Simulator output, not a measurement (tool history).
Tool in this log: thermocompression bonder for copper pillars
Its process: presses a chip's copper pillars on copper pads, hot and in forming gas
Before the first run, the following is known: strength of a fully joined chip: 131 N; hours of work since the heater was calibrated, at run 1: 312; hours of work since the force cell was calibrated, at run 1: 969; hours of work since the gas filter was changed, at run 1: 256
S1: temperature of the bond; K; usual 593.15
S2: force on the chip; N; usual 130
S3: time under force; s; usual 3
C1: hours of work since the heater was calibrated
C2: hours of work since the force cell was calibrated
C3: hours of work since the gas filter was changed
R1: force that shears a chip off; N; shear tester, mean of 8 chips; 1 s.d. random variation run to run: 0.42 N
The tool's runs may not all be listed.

run    hour      S1   S2  S3    C1    C2   C3    R1
  1     0.0  593.15  130   3   312   969  256  67.5
  2    86.0  593.15  130   3   374  1032  318  67.4
      101.4  -- forming gas filter changed
  3   149.4  593.15  130   3   420  1077   35  67.9
  4   187.1  593.15  130   3   447  1105   62  67.1
  5   237.5  593.15  130   3   483  1141   99  67.0
  6   273.9  593.15  130   5   510  1168  125  80.1
  7   328.4  593.15  130   3   549  1207  165  67.2
  8   382.9  593.15  107   3   589  1247  204  54.9
  9   425.3  593.15  130   3   620  1278  235  67.1
 10   464.8  593.15  130   3   648  1306  264  67.4
 11   540.0  591.15   97   7   703  1361  318  65.8
      556.6  -- forming gas filter changed
 12   624.3  606.15   90   7   764  1422   49  71.6
 13   663.0  606.15   95   2   792  1450   77  47.3
 14   740.8  610.15   95   5   848  1506  134  68.5
 15   801.9  610.15   95   5   893  1550  178  69.3
 16   883.4  610.15   85   9   952  1610  237  75.6
 17   946.2  589.15   94   2   997  1655  283  39.2
     1010.5  -- forming gas filter changed
 18  1011.4  609.15  105   3  1044  1702    1  62.8

What does the tool deliver on the next run?
 19  1063.3  609.15  110   8  1082  1740  38   ?

Run 19 came out at R1 90.2 N.
With no hidden state in the tool, this same run would have given R1 90.3 N.
